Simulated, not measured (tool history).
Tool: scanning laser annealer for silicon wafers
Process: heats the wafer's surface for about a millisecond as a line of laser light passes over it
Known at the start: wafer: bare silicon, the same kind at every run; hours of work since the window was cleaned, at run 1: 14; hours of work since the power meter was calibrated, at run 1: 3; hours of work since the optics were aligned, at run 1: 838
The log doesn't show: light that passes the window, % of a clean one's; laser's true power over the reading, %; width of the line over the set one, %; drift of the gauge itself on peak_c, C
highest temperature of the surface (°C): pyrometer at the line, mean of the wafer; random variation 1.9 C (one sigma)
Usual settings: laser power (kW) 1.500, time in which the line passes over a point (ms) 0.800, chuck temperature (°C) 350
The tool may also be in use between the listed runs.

run	day	laser power (kW)	time in which the line passes over a point (ms)	chuck temperature (°C)	hours of work since the window was cleaned	hours of work since the power meter was calibrated	hours of work since the optics were aligned	highest temperature of the surface (°C)
1	0.000	1.500	0.800	350	14	3	838	1150
2	0.404	1.500	0.800	335	18	7	842	1138
3	0.654	1.500	0.847	350	21	9	845	1176
4	0.854	1.443	0.847	350	23	11	847	1138
5	1.229	1.443	0.847	350	26	15	850	1137
6	1.642	1.326	0.800	350	30	19	854	1051

Run 7 comes next. What will it give?
7	1.888	1.299	0.800	350	33	21	857	?

{"run 7": {"highest temperature of the surface (°C)": 1037}}
Without the tool's hidden state the same run would have given highest temperature of the surface (°C) 1054.
